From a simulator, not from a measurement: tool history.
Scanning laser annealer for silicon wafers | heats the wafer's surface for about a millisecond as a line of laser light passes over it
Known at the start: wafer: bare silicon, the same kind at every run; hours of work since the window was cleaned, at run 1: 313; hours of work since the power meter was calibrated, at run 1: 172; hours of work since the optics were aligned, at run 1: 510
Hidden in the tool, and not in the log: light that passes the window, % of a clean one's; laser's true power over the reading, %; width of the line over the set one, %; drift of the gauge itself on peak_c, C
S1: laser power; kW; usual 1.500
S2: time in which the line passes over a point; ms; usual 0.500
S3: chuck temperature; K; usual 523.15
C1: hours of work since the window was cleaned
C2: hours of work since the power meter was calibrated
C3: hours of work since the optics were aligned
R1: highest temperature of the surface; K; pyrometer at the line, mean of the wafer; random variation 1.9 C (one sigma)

| run | hour | S1 | S2 | S3 | C1 | C2 | C3 | R1 |
|---|---|---|---|---|---|---|---|---|
| 1 | 0.0 | 1.500 | 0.500 | 523.15 | 313 | 172 | 510 | 1348.15 |
| 2 | 7.8 | 1.500 | 0.530 | 523.15 | 317 | 176 | 514 | 1373.15 |
| 3 | 19.5 | 1.500 | 0.500 | 523.15 | 323 | 182 | 520 | 1350.15 |
| 4 | 32.1 | 1.500 | 0.500 | 523.15 | 329 | 189 | 527 | 1349.15 |
| 5 | 43.8 | 1.500 | 0.500 | 523.15 | 335 | 195 | 533 | 1349.15 |
| 6 | 55.0 | 1.500 | 0.500 | 523.15 | 341 | 200 | 538 | 1348.15 |
| 7 | 65.5 | 1.500 | 0.500 | 523.15 | 346 | 206 | 544 | 1347.15 |
| 8 | 79.0 | 1.500 | 0.500 | 523.15 | 353 | 213 | 551 | 1349.15 |
| 9 | 90.9 | 1.500 | 0.500 | 523.15 | 359 | 219 | 557 | 1345.15 |
| 10 | 98.3 | 1.500 | 0.500 | 523.15 | 363 | 222 | 560 | 1345.15 |
| 11 | 104.4 | 1.500 | 0.500 | 555.15 | 366 | 226 | 564 | 1381.15 |
|  | 118.7 | window over the wafer cleaned |
| 12 | 119.6 | 1.529 | 0.568 | 555.15 | 0 | 232 | 570 | 1464.15 |
| 13 | 125.4 | 1.359 | 0.517 | 544.15 | 3 | 235 | 573 | 1321.15 |
| 14 | 132.3 | 1.359 | 0.517 | 544.15 | 7 | 239 | 577 | 1320.15 |
| 15 | 143.7 | 1.500 | 0.500 | 555.15 | 13 | 245 | 583 | 1391.15 |
| 16 | 155.6 | 1.498 | 0.437 | 551.15 | 19 | 251 | 589 | 1328.15 |
| 17 | 167.4 | 1.500 | 0.500 | 498.15 | 25 | 257 | 595 | 1333.15 |
| 18 | 176.3 | 1.500 | 0.500 | 498.15 | 29 | 261 | 599 | 1333.15 |
| 19 | 182.5 | 1.500 | 0.500 | 515.15 | 33 | 265 | 603 | 1351.15 |

Forecast each of these 4 alternatives for the next run:
| A | 191.2 | 1.561 | 0.500 | 515.15 | 37 | 269 | 607 | ? |
| B | 191.2 | 1.351 | 0.468 | 490.15 | 37 | 269 | 607 | ? |
| C | 191.2 | 1.284 | 0.500 | 523.15 | 37 | 269 | 607 | ? |
| D | 191.2 | 1.435 | 0.479 | 561.15 | 37 | 269 | 607 | ? |

| run | R1 |
|---|---|
| A | 1380.15 |
| B | 1222.15 |
| C | 1245.15 |
| D | 1344.15 |
Without the tool's hidden state the same runs would have given:
| run | R1 |
|---|---|
| A | 1394.15 |
| B | 1235.15 |
| C | 1257.15 |
| D | 1357.15 |
